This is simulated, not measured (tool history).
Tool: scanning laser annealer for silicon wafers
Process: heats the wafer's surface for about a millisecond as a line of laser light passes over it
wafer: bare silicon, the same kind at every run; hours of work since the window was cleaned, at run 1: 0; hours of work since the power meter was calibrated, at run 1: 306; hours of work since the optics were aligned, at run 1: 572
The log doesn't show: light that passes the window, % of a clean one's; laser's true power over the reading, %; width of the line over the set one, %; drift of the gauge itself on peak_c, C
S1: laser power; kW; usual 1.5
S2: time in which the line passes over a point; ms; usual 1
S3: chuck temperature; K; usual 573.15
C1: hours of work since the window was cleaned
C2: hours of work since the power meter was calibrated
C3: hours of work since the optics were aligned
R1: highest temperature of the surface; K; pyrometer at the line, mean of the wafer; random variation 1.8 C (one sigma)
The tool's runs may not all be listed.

Run 1, hour 0: usual settings; C1 0; C2 306; C3 572. Result: R1 1293.15 K.
Run 2, hour 51.8: usual settings but S3 561.15 K; C1 39; C2 345; C3 611. Result: R1 1284.15 K.
Run 3, hour 96.1: usual settings but S3 561.15 K; C1 73; C2 379; C3 645. Result: R1 1282.15 K.
Run 4, hour 125.2: usual settings but S3 561.15 K; C1 95; C2 401; C3 667. Result: R1 1280.15 K.
Run 5, hour 167.7: usual settings but S3 561.15 K; C1 128; C2 433; C3 699. Result: R1 1286.15 K.
Run 6, hour 200.4: usual settings but S3 561.15 K; C1 153; C2 458; C3 724. Result: R1 1278.15 K.
Run 7, hour 259.3: usual settings but S1 1.356 kW; C1 197; C2 503; C3 769. Result: R1 1208.15 K.
Run 8, hour 315.5: usual settings; C1 240; C2 546; C3 812. Result: R1 1295.15 K.
Run 9, hour 353.5: usual settings; C1 269; C2 575; C3 841. Result: R1 1294.15 K.
Run 10, hour 388.2: usual settings but S3 564.15 K; C1 295; C2 601; C3 867. Result: R1 1287.15 K.
Run 11, hour 439.5: usual settings; C1 334; C2 640; C3 906. Result: R1 1293.15 K.
Run 12, hour 490.2: usual settings; C1 373; C2 679; C3 945. Result: R1 1294.15 K.
Run 13, hour 543.4: usual settings; C1 414; C2 719; C3 985. Result: R1 1290.15 K.
Run 14, hour 581.7: usual settings; C1 443; C2 748; C3 1014. Result: R1 1296.15 K.
Run 15, hour 645.3: usual settings but S3 597.15 K; C1 491; C2 797; C3 1063. Result: R1 1320.15 K.
Run 16, hour 700.5: usual settings but S1 1.41 kW; C1 533; C2 839; C3 1105. Result: R1 1242.15 K.
Run 17, hour 760.5: usual settings but S1 1.41 kW, S2 0.75 ms; C1 579; C2 884; C3 1151. Result: R1 1159.15 K.
Run 18, hour 809.9: usual settings but S1 1.41 kW, S2 0.75 ms; C1 616; C2 922; C3 1188. Result: R1 1163.15 K.
Run 19, hour 875.2: usual settings; C1 666; C2 972; C3 1238. Result: R1 1295.15 K.
At hour 882.4: window over the wafer cleaned.
Run 20, hour 936.4: usual settings; C1 41; C2 1017; C3 1283. Result: R1 1296.15 K.
Run 21, hour 994.9: usual settings; C1 86; C2 1061; C3 1327. Result: R1 1293.15 K.
Run 22, hour 1059: usual settings but S1 1.476 kW, S2 0.79 ms, S3 578.15 K; C1 134; C2 1110; C3 1376. Result: R1 1213.15 K.
At hour 1103.4: optics aligned, line set to its width.
Run 23, hour 1120: usual settings but S1 1.4 kW, S2 0.87 ms, S3 553.15 K; C1 177; C2 1153; C3 13. Result: R1 1176.15 K.
Run 24, hour 1164.4: usual settings but S1 1.4 kW, S2 1.21 ms, S3 538.15 K; C1 211; C2 1186; C3 46. Result: R1 1260.15 K.
Run 25, hour 1207.1: usual settings but S1 1.4 kW, S2 1.21 ms, S3 538.15 K; C1 243; C2 1219; C3 79. Result: R1 1260.15 K.
Run 26, hour 1258.3: usual settings but S1 1.4 kW, S2 1.21 ms, S3 538.15 K; C1 282; C2 1258; C3 118. Result: R1 1257.15 K.
Run 27, hour 1284.7: usual settings but S1 1.501 kW, S2 0.85 ms, S3 538.15 K; C1 302; C2 1278; C3 138. Result: R1 1209.15 K.
Run 28, hour 1311.6: usual settings but S1 1.452 kW, S2 0.99 ms, S3 548.15 K; C1 323; C2 1298; C3 158. Result: R1 1241.15 K.
Run 29, hour 1349.5: usual settings but S1 1.539 kW, S3 587.15 K; C1 352; C2 1327; C3 187. Result: R1 1333.15 K.
Run 30, hour 1389: usual settings but S1 1.529 kW, S3 608.15 K; C1 382; C2 1357; C3 217. Result: R1 1348.15 K.
Run 31, hour 1419.7: usual settings but S1 1.529 kW, S3 608.15 K; C1 405; C2 1381; C3 241. Result: R1 1348.15 K.
Run 32, hour 1446: usual settings but S1 1.623 kW, S2 1.07 ms, S3 602.15 K; C1 425; C2 1401; C3 261. Result: R1 1421.15 K.
Run 33, hour 1502.1: usual settings but S1 1.623 kW, S2 1.07 ms, S3 602.15 K; C1 468; C2 1443; C3 303. Result: R1 1425.15 K.
Run 34, hour 1555.8: usual settings but S1 1.62 kW, S2 0.97 ms; C1 509; C2 1484; C3 344. Result: R1 1358.15 K.
Run 35, hour 1602.1: usual settings but S1 1.62 kW, S2 0.97 ms; C1 544; C2 1520; C3 380. Result: R1 1358.15 K.
Run 36, hour 1664.4: usual settings but S1 1.46 kW, S2 0.96 ms, S3 537.15 K; C1 591; C2 1567; C3 427. Result: R1 1224.15 K.
Run 37, hour 1720.3: usual settings but S1 1.378 kW, S2 0.74 ms, S3 557.15 K; C1 634; C2 1610; C3 470. Result: R1 1122.15 K.
Run 38, hour 1748.7: usual settings but S1 1.3 kW, S2 0.83 ms, S3 570.15 K; C1 656; C2 1631; C3 491. Result: R1 1123.15 K.
At hour 1769.4: window over the wafer cleaned.
Run 39, hour 1780.8: usual settings but S1 1.3 kW, S2 0.83 ms, S3 570.15 K; C1 9; C2 1654; C3 514. Result: R1 1125.15 K.
Run 40, hour 1830.3: usual settings but S1 1.65 kW, S3 605.15 K; C1 46; C2 1692; C3 552. Result: R1 1418.15 K.
Run 41, hour 1871: usual settings but S2 0.76 ms; C1 77; C2 1723; C3 583. Result: R1 1211.15 K.
Run 42, hour 1908.1: usual settings but S1 1.349 kW, S2 1.06 ms, S3 567.15 K; C1 106; C2 1751; C3 611. Result: R1 1214.15 K.

3 ways to go on from here, each from the tool as it stands after run 42. What would each give?
Run A, hour 1946.8: usual settings but S1 1.567 kW, S2 0.99 ms, S3 567.15 K; C1 135; C2 1780; C3 640. Result: R1 ?.
Run B, hour 1946.8: usual settings but S1 1.375 kW, S2 1.06 ms, S3 567.15 K; C1 135; C2 1780; C3 640. Result: R1 ?.
Run C, hour 1946.8: usual settings but S1 1.301 kW, S2 1.2 ms; C1 135; C2 1780; C3 640. Result: R1 ?.

run       R1
  A  1325.15
  B  1232.15
  C  1229.15
Without the tool's hidden state the same runs would have given:
run       R1
  A  1325.15
  B  1232.15
  C  1229.15

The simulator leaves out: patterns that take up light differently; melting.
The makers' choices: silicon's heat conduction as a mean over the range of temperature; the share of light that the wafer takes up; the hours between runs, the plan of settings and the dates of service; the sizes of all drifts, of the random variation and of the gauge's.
